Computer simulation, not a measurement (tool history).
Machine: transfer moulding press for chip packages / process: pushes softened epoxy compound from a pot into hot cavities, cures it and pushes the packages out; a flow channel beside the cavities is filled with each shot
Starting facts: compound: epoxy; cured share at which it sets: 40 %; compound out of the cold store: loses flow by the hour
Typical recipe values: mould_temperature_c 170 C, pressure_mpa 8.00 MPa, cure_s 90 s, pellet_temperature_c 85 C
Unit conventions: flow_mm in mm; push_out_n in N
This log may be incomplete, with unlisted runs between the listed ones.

run,hour,mould_temperature_c,pressure_mpa,cure_s,pellet_temperature_c,incoming compound's hours out of the cold store,flow_mm,push_out_n
1,0.0,170,8.00,90,85,43.0,759,362
# hour 12.3: cavities cleaned with cleaning compound and waxed
2,16.8,170,8.00,121,85,8.5,861,176
3,32.2,170,8.00,90,85,24.8,811,250
4,46.8,170,8.00,90,85,28.9,803,275
5,58.5,170,8.00,90,85,9.0,854,309
6,77.8,170,8.00,90,85,26.1,801,336
7,91.0,170,8.00,90,85,25.2,811,362
8,113.9,170,8.00,90,85,11.8,830,402
# hour 123.2: cavities cleaned with cleaning compound and waxed
9,136.0,170,8.00,90,85,14.9,830,248
10,157.3,170,8.00,90,85,31.3,781,276
11,168.6,170,8.00,90,85,20.3,817,310
12,189.4,170,8.00,90,78,18.4,815,346
13,202.9,170,8.00,90,78,16.0,823,370
14,212.6,170,8.00,90,78,38.0,763,363
15,228.5,164,8.00,90,78,41.8,764,555
# hour 233.7: cavities cleaned with cleaning compound and waxed
16,245.0,164,8.00,90,86,22.5,815,335
17,256.4,165,8.00,90,93,15.6,826,350
18,277.7,165,8.00,72,93,16.1,829,743
19,291.3,165,8.00,72,93,15.2,831,755
20,311.0,170,8.00,103,85,22.1,794,305
# hour 320.6: plunger's sealing rings changed
21,336.4,169,8.00,123,84,10.8,895,298
# hour 346.2: cavities cleaned with cleaning compound and waxed
22,360.7,169,8.00,123,84,28.0,838,209
23,379.7,169,8.00,90,84,42.9,803,298
24,391.7,165,8.09,120,84,39.2,819,258
25,414.2,170,6.49,101,85,17.8,778,297
26,426.2,172,6.96,90,85,29.8,764,320
27,445.2,164,8.16,90,83,12.0,902,550
# hour 455.9: cavities cleaned with cleaning compound and waxed
28,462.9,170,8.15,75,85,34.4,819,336
29,480.8,170,6.07,81,85,44.2,684,328

Here are 3 independent what-if runs from the current tool condition. What would each one return?
A,497.5,170,7.37,90,86,22.5,?,?
B,497.5,170,8.00,106,89,43.7,?,?
C,497.5,166,6.07,81,85,17.0,?,?

run,flow_mm,push_out_n
A,803,301
B,771,255
C,759,496
Without the tool's hidden state the same runs would have given:
run,flow_mm,push_out_n
A,822,220
B,789,179
C,777,376
